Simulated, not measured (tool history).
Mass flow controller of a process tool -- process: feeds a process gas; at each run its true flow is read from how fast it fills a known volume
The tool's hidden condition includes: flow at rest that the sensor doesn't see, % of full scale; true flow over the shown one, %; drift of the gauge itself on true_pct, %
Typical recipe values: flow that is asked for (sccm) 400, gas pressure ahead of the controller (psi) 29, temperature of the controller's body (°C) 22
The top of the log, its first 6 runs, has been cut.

run,hour,flow that is asked for (sccm),gas pressure ahead of the controller (psi),temperature of the controller's body (°C),hours of work since the controller was set to zero,hours of work since the controller was changed,true flow (%)
7,954.2,305,29,22,1597,1597,99.5
8,1178.9,305,29,22,1705,1705,99.73
9,1361,305,29,22,1792,1792,99.79
10,1536.6,141,29,22,1877,1877,99.07
11,1646.1,141,29,22,1929,1929,99.11
12,1785.4,400,29,22,1996,1996,100.56
13,1922.7,400,29,27,2062,2062,100.48
14,2067.2,400,29,27,2131,2131,100.53
15,2244.5,400,27.1,22,2216,2216,100.82
16,2386.8,288,29,22,2285,2285,100.31
17,2583.6,264,36.4,22,2379,2379,100.29
18,2713.5,264,32.2,22,2441,2441,100.32
19,2943.4,471,26.5,24,2552,2552,101.49
20,3153.4,191,26.5,37,2653,2653,99.85
21,3258.2,191,26.5,37,2703,2703,99.97
22,3362.9,191,26.5,37,2753,2753,100.02
23,3566.5,191,26.5,37,2851,2851,100.23
24,3763.8,301,26.7,22,2946,2946,101.21
25,3982.4,229,20.6,28,3051,3051,100.74
26,4133.4,264,29,22,3123,3123,101.2
27,4354.2,264,29,22,3229,3229,101.3
28,4563.8,401,29,25,3330,3330,102.26
29,4694.2,457,27.7,22,3392,3392,102.55
30,4832.8,267,25.2,34,3459,3459,101.27
# hour 4850.5: gauge calibrated
31,5009.7,335,21,34,3544,3544,98.99

Forecast each of these 3 alternatives for the next run:
A,5152.3,154,29,22,3612,3612,?
B,5152.3,117,21,27,3612,3612,?
C,5152.3,363,21,34,3612,3612,?

run,true flow (%)
A,98.4
B,98.15
C,99.46
With no hidden state in the tool, these same runs would have given:
run,true flow (%)
A,98.23
B,97.97
C,99.28

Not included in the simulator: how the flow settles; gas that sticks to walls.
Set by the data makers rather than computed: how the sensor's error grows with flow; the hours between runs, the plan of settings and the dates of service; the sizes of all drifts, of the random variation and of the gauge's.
